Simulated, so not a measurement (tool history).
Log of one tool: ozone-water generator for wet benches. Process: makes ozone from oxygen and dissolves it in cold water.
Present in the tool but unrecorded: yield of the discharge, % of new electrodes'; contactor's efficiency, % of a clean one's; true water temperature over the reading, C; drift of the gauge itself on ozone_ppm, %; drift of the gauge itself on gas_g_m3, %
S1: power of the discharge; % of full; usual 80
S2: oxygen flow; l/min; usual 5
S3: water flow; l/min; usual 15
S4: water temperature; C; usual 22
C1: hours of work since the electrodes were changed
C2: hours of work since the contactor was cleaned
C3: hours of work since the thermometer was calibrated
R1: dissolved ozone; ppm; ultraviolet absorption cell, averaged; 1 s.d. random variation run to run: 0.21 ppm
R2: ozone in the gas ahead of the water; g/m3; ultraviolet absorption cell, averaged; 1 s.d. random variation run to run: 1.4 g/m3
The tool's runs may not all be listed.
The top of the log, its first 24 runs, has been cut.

{"run": 25, "day": 37.254, "S1": 80, "S2": 5.07, "S3": 15, "S4": 17, "C1": 1904, "C2": 5195, "C3": 2067, "R1": 34, "R2": 257.5}
{"day": 37.492, "done": "gauge calibrated"}
{"run": 26, "day": 39.358, "S1": 92, "S2": 3.52, "S3": 22, "S4": 14, "C1": 1947, "C2": 5239, "C3": 2111, "R1": 29.1, "R2": 360.2}
{"run": 27, "day": 40.296, "S1": 92, "S2": 3.52, "S3": 16, "S4": 20, "C1": 1967, "C2": 5259, "C3": 2131, "R1": 36.2, "R2": 360.3}
{"run": 28, "day": 41.692, "S1": 92, "S2": 3.52, "S3": 16, "S4": 20, "C1": 1996, "C2": 5288, "C3": 2160, "R1": 36, "R2": 362.2}
{"run": 29, "day": 43.104, "S1": 52, "S2": 2.83, "S3": 15, "S4": 18, "C1": 2026, "C2": 5318, "C3": 2190, "R1": 23.3, "R2": 246.9}
{"run": 30, "day": 44.329, "S1": 52, "S2": 2.83, "S3": 15, "S4": 18, "C1": 2051, "C2": 5343, "C3": 2215, "R1": 23.4, "R2": 247}
{"run": 31, "day": 45.971, "S1": 53, "S2": 4.23, "S3": 15, "S4": 18, "C1": 2086, "C2": 5378, "C3": 2250, "R1": 23.4, "R2": 193.9}
{"run": 32, "day": 47.325, "S1": 83, "S2": 2.63, "S3": 10, "S4": 23, "C1": 2114, "C2": 5406, "C3": 2278, "R1": 45.5, "R2": 394.8}
{"run": 33, "day": 49.338, "S1": 83, "S2": 2.63, "S3": 10, "S4": 23, "C1": 2156, "C2": 5448, "C3": 2320, "R1": 45.6, "R2": 396.5}

Predict each of these 3 candidate next runs independently; none follows another, all start after run 33:
{"run": "A", "day": 50.325, "S1": 78, "S2": 5, "S3": 23, "S4": 15, "C1": 2177, "C2": 5468, "C3": 2340, "R1": "?", "R2": "?"}
{"run": "B", "day": 50.325, "S1": 99, "S2": 2.63, "S3": 17, "S4": 23, "C1": 2177, "C2": 5468, "C3": 2340, "R1": "?", "R2": "?"}
{"run": "C", "day": 50.325, "S1": 47, "S2": 8.88, "S3": 15, "S4": 22, "C1": 2177, "C2": 5468, "C3": 2340, "R1": "?", "R2": "?"}

run=A R1=24.1 R2=248.4
run=B R1=35.4 R2=466.6
run=C R1=16.7 R2=109.9
Had the tool no hidden state, the same runs would have come out as:
run=A R1=24.1 R2=246.2
run=B R1=35.5 R2=462.4
run=C R1=16.7 R2=108.8
